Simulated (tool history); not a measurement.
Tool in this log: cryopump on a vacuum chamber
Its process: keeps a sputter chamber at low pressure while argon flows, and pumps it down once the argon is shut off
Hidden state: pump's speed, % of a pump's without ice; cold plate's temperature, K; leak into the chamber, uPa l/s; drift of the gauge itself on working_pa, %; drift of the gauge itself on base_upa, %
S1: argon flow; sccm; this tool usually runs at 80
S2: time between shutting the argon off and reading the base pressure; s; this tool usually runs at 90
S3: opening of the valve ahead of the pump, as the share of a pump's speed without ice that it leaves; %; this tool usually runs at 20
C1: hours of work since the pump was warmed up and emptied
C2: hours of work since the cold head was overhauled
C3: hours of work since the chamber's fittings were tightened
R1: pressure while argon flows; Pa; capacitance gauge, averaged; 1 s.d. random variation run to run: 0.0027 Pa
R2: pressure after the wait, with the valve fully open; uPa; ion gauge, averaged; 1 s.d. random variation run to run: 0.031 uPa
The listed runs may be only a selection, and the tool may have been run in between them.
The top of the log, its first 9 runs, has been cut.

run 10 hour=182.5 | S1=80 S2=90 S3=20 | C1=411 C2=1058 C3=1257 | R1=0.6958 R2=2.66
run 11 hour=198.8 | S1=80 S2=90 S3=20 | C1=424 C2=1071 C3=1271 | R1=0.6933 R2=2.76
run 12 hour=217.6 | S1=80 S2=90 S3=20 | C1=440 C2=1087 C3=1286 | R1=0.6965 R2=2.77
run 13 hour=244.5 | S1=80 S2=90 S3=20 | C1=463 C2=1109 C3=1309 | R1=0.6980 R2=2.89
run 14 hour=265.4 | S1=80 S2=90 S3=20 | C1=480 C2=1127 C3=1326 | R1=0.7020 R2=2.91
run 15 hour=282.0 | S1=80 S2=90 S3=20 | C1=494 C2=1141 C3=1340 | R1=0.7012 R2=2.84
run 16 hour=301.1 | S1=80 S2=90 S3=16 | C1=510 C2=1157 C3=1356 | R1=0.8740 R2=2.89
run 17 hour=330.1 | S1=80 S2=21 S3=20 | C1=534 C2=1181 C3=1380 | R1=0.7080 R2=7.11
run 18 hour=350.4 | S1=80 S2=21 S3=20 | C1=551 C2=1198 C3=1397 | R1=0.7100 R2=7.22
run 19 hour=363.3 | S1=43 S2=147 S3=26 | C1=562 C2=1209 C3=1408 | R1=0.2955 R2=2.46
run 20 hour=378.7 | S1=153 S2=270 S3=20 | C1=574 C2=1221 C3=1421 | R1=1.3540 R2=2.14
run 21 hour=399.1 | S1=64 S2=90 S3=19 | C1=591 C2=1238 C3=1438 | R1=0.5969 R2=2.98
run 22 hour=418.4 | S1=64 S2=90 S3=19 | C1=608 C2=1255 C3=1454 | R1=0.5964 R2=3.14
-- hour=439.2 pump warmed up, emptied and cooled again
run 23 hour=452.7 | S1=57 S2=125 S3=20 | C1=11 C2=1279 C3=1478 | R1=0.4783 R2=2.36
run 24 hour=479.4 | S1=65 S2=167 S3=26 | C1=34 C2=1301 C3=1500 | R1=0.4201 R2=2.16
run 25 hour=494.8 | S1=34 S2=61 S3=27 | C1=46 C2=1314 C3=1513 | R1=0.2145 R2=3.34
run 26 hour=510.8 | S1=80 S2=211 S3=35 | C1=60 C2=1327 C3=1527 | R1=0.3880 R2=1.97
run 27 hour=527.6 | S1=136 S2=53 S3=20 | C1=74 C2=1341 C3=1541 | R1=1.1492 R2=3.59
run 28 hour=552.6 | S1=80 S2=56 S3=25 | C1=95 C2=1362 C3=1562 | R1=0.5454 R2=3.56
run 29 hour=576.1 | S1=41 S2=171 S3=20 | C1=114 C2=1382 C3=1581 | R1=0.3471 R2=2.25
run 30 hour=605.0 | S1=60 S2=220 S3=31 | C1=138 C2=1406 C3=1605 | R1=0.3320 R2=2.07
run 31 hour=625.1 | S1=38 S2=211 S3=58 | C1=155 C2=1423 C3=1622 | R1=0.1144 R2=2.16
run 32 hour=643.4 | S1=38 S2=211 S3=58 | C1=170 C2=1438 C3=1637 | R1=0.1160 R2=2.15
run 33 hour=670.9 | S1=38 S2=211 S3=58 | C1=193 C2=1461 C3=1660 | R1=0.1160 R2=2.19
run 34 hour=691.3 | S1=50 S2=90 S3=20 | C1=210 C2=1478 C3=1677 | R1=0.4261 R2=2.93

3 ways to go on from here, each from the tool as it stands after run 34. What would each give?
run A hour=711.5 | S1=69 S2=24 S3=55 | C1=227 C2=1495 C3=1694 | R1=? R2=?
run B hour=711.5 | S1=91 S2=90 S3=20 | C1=227 C2=1495 C3=1694 | R1=? R2=?
run C hour=711.5 | S1=65 S2=223 S3=23 | C1=227 C2=1495 C3=1694 | R1=? R2=?

run=A R1=0.2246 R2=6.29
run=B R1=0.7878 R2=3.05
run=C R1=0.4830 R2=2.17
Had the tool no hidden state, the same runs would have come out as:
run=A R1=0.2106 R2=4.89
run=B R1=0.7693 R2=1.59
run=C R1=0.4700 R2=0.79
